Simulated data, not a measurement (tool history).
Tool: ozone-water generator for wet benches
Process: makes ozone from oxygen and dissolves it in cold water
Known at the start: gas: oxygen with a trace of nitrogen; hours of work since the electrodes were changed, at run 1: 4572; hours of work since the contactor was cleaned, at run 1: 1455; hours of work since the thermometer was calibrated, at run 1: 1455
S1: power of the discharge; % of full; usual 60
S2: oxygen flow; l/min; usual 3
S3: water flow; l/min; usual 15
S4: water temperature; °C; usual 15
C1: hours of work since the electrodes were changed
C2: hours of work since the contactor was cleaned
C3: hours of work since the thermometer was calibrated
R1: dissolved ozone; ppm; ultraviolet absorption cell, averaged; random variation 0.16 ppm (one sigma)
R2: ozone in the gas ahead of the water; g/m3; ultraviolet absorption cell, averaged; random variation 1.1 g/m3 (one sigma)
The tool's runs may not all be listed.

run   hour  S1    S2  S3  S4    C1    C2    C3    R1     R2
  1      0  60     3  15  15  4572  1455  1455  17.1    166
  2   69.2  60     3  15  15  4635  1518  1518  17.1  164.9
  3  182.1  60     3  15  15  4738  1621  1621  17.1  165.4
  4  308.2  60  1.89  15  15  4853  1736  1736  15.9  211.2
  5  394.6  60  1.89  15  15  4932  1815  1815  15.9    209
  6  469.2  43     3  10  15  5000  1883  1883  18.9  131.6
  7  549.6  61  3.76  17  17  5073  1957  1957    15  145.6
  8  669.5  78  2.83  15  15  5183  2066  2066  20.2  198.8

Forecast run 9:
  9  767.7  72   3  15  15  5272  2156  2156   ?   ?

{"run 9": {"R1": 18.8, "R2": 182.3}}
Without the tool's hidden state the same run would have given R1 22.9 ppm, R2 215.1 g/m3.

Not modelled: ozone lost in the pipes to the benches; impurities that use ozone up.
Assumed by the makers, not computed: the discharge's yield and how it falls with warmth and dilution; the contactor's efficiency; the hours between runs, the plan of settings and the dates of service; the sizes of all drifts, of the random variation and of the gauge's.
